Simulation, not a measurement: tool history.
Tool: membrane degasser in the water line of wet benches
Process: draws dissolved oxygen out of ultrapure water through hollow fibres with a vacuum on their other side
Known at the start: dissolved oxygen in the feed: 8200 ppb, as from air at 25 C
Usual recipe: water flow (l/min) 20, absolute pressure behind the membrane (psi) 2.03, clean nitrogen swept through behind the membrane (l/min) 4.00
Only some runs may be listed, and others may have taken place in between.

run	hour	water flow (l/min)	absolute pressure behind the membrane (psi)	clean nitrogen swept through behind the membrane (l/min)	dissolved oxygen in the water behind the degasser (ppb)	pressure that the water loses in the fibres (psi)
1	0.0	20	2.03	4.00	149.1	4.313
2	87.5	20	2.03	4.00	150.6	4.306
3	135.5	20	2.03	10.02	73.0	4.376
4	193.6	20	2.03	10.02	72.8	4.325
5	261.4	20	2.03	10.02	73.8	4.367
6	341.5	20	2.03	10.02	73.2	4.306
7	381.2	20	2.03	10.02	71.6	4.337
8	463.9	20	2.03	10.02	74.5	4.306
9	517.4	24	2.03	4.00	181.2	5.207
10	562.0	24	2.03	4.00	180.5	5.187
11	602.6	24	2.03	4.00	180.5	5.172
12	679.9	24	2.03	4.00	180.9	5.176
13	739.8	20	2.03	2.27	241.3	4.332
14	799.5	20	2.03	4.00	148.7	4.313
15	881.8	20	2.03	4.00	144.8	4.329
16	931.4	20	2.03	4.00	150.3	4.361
17	979.1	20	2.03	6.53	100.4	4.347
18	1028.1	28	2.99	6.07	226.8	6.092
19	1071.6	15	4.41	2.02	477.1	3.247
20	1142.2	15	4.41	2.02	468.0	3.255
21	1201.2	20	1.64	4.00	117.6	4.305
22	1282.6	20	1.58	4.00	113.0	4.329
23	1340.0	20	1.58	4.00	111.5	4.331
24	1411.3	20	1.58	4.00	112.2	4.284
25	1466.3	20	1.58	4.00	113.7	4.389
26	1513.6	17	4.99	3.10	408.9	3.690
27	1570.8	23	3.12	2.75	376.9	5.007
28	1651.3	31	3.12	2.75	499.8	6.672
# hour 1701.6: seals of the vacuum lines changed
29	1724.5	18	3.47	3.36	274.8	3.880
30	1791.3	13	3.47	3.36	202.7	2.806
31	1840.7	16	1.29	3.99	67.7	3.494
32	1883.9	20	3.93	4.00	301.2	4.340

Forecast each of these 4 alternatives for the next run:
A	1963.5	13	2.03	4.00	?	?
B	1963.5	20	1.77	4.00	?	?
C	1963.5	24	1.44	4.00	?	?
D	1963.5	23	2.44	3.14	?	?

run	dissolved oxygen in the water behind the degasser (ppb)	pressure that the water loses in the fibres (psi)
A	93.6	2.834
B	127.5	4.316
C	124.6	5.217
D	256.0	4.992
The same runs, with their run-to-run variation unchanged, on a tool lacking any hidden condition would have given:
run	dissolved oxygen in the water behind the degasser (ppb)	pressure that the water loses in the fibres (psi)
A	93.5	2.831
B	127.4	4.313
C	124.4	5.213
D	255.9	4.988

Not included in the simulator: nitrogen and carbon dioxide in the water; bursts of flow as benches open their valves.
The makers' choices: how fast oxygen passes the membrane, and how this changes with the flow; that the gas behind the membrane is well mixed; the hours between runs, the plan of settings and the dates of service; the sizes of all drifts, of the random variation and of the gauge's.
